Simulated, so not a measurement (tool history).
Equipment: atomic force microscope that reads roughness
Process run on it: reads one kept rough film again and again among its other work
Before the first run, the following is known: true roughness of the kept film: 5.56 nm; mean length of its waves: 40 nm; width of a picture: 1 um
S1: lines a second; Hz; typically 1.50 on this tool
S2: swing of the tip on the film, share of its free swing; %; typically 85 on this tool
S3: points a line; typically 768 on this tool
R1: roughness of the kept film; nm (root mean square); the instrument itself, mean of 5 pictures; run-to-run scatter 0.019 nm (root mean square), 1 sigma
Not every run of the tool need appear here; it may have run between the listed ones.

run 1 day=0.000 | S1=1.50 S2=85 S3=768 | R1=3.811
run 2 day=0.517 | S1=1.56 S2=85 S3=768 | R1=4.446
run 3 day=0.933 | S1=1.50 S2=83 S3=768 | R1=4.408
run 4 day=1.283 | S1=1.50 S2=83 S3=768 | R1=4.291
run 5 day=1.512 | S1=1.50 S2=85 S3=768 | R1=4.223
run 6 day=1.762 | S1=1.50 S2=85 S3=768 | R1=4.133
run 7 day=2.129 | S1=1.50 S2=85 S3=768 | R1=4.056
run 8 day=2.450 | S1=3.52 S2=85 S3=768 | R1=3.638
run 9 day=2.854 | S1=3.52 S2=85 S3=768 | R1=3.555
run 10 day=3.146 | S1=3.52 S2=85 S3=768 | R1=3.477
run 11 day=3.625 | S1=1.50 S2=85 S3=768 | R1=3.711
run 12 day=4.129 | S1=1.90 S2=85 S3=768 | R1=4.357
run 13 day=4.542 | S1=1.50 S2=85 S3=768 | R1=4.295
run 14 day=4.846 | S1=1.50 S2=85 S3=768 | R1=4.222
run 15 day=5.329 | S1=1.50 S2=85 S3=768 | R1=4.092
run 16 day=5.638 | S1=1.50 S2=85 S3=768 | R1=4.006
run 17 day=6.071 | S1=1.50 S2=85 S3=768 | R1=3.920
run 18 day=6.521 | S1=1.50 S2=85 S3=768 | R1=3.824
run 19 day=6.750 | S1=1.07 S2=63 S3=968 | R1=4.004
run 20 day=7.275 | S1=0.64 S2=85 S3=768 | R1=4.659
run 21 day=7.638 | S1=0.57 S2=66 S3=768 | R1=4.655
run 22 day=8.142 | S1=2.54 S2=71 S3=318 | R1=4.252
run 23 day=8.488 | S1=1.50 S2=80 S3=666 | R1=4.202
run 24 day=8.983 | S1=1.50 S2=80 S3=666 | R1=4.054
run 25 day=9.362 | S1=1.50 S2=80 S3=666 | R1=3.975
run 26 day=9.721 | S1=0.98 S2=85 S3=301 | R1=3.917
run 27 day=10.133 | S1=1.94 S2=65 S3=389 | R1=3.894
run 28 day=10.350 | S1=1.63 S2=87 S3=900 | R1=3.667
run 29 day=10.817 | S1=1.50 S2=85 S3=279 | R1=4.463
run 30 day=11.067 | S1=1.50 S2=85 S3=279 | R1=4.383
run 31 day=11.575 | S1=1.37 S2=85 S3=768 | R1=4.304
run 32 day=12.000 | S1=1.37 S2=85 S3=768 | R1=4.180
run 33 day=12.275 | S1=1.24 S2=65 S3=300 | R1=4.272
run 34 day=12.571 | S1=1.24 S2=65 S3=300 | R1=4.195
run 35 day=12.954 | S1=0.85 S2=88 S3=768 | R1=4.022

Missing from the log above: 6 entries noted between runs. For each, name the pair of listed runs it sits between and say how the tool's hidden condition differs from the listed run just before to the listed run just after:
Logged between run 1 and run 2: new tip fitted (day 0.312)
  radius of the tip, nm: 26.1 -> 11.4; height scale over the true one, %: 0.08 -> 0.09
  what was measured, less what the result would be without the hidden state, R1: -0.737 -> -0.071 nm (root mean square)
Logged between run 11 and run 12: new tip fitted (day 3.725)
  radius of the tip, nm: 29.3 -> 12.5
  what was measured, less what the result would be without the hidden state, R1: -0.859 -> -0.124 nm (root mean square)
Logged between run 19 and run 20: new tip fitted (day 7.104)
  radius of the tip, nm: 27.1 -> 11.9; height scale over the true one, %: 0.15 -> 0.16
  what was measured, less what the result would be without the hidden state, R1: -0.820 -> -0.097 nm (root mean square)
Logged between run 24 and run 25: height scale calibrated on a step standard (day 9.071)
  radius of the tip, nm: 21.5 -> 23.4; height scale over the true one, %: 0.17 -> 0.19
  what was measured, less what the result would be without the hidden state, R1: -0.554 -> -0.633 nm (root mean square)
Logged between run 28 and run 29: height scale calibrated on a step standard, once more (day 10.546); new tip fitted (day 10.596)
  radius of the tip, nm: 29.1 -> 11.3; height scale over the true one, %: 0.2 -> 0.07
  what was measured, less what the result would be without the hidden state, R1: -0.835 -> -0.065 nm (root mean square)

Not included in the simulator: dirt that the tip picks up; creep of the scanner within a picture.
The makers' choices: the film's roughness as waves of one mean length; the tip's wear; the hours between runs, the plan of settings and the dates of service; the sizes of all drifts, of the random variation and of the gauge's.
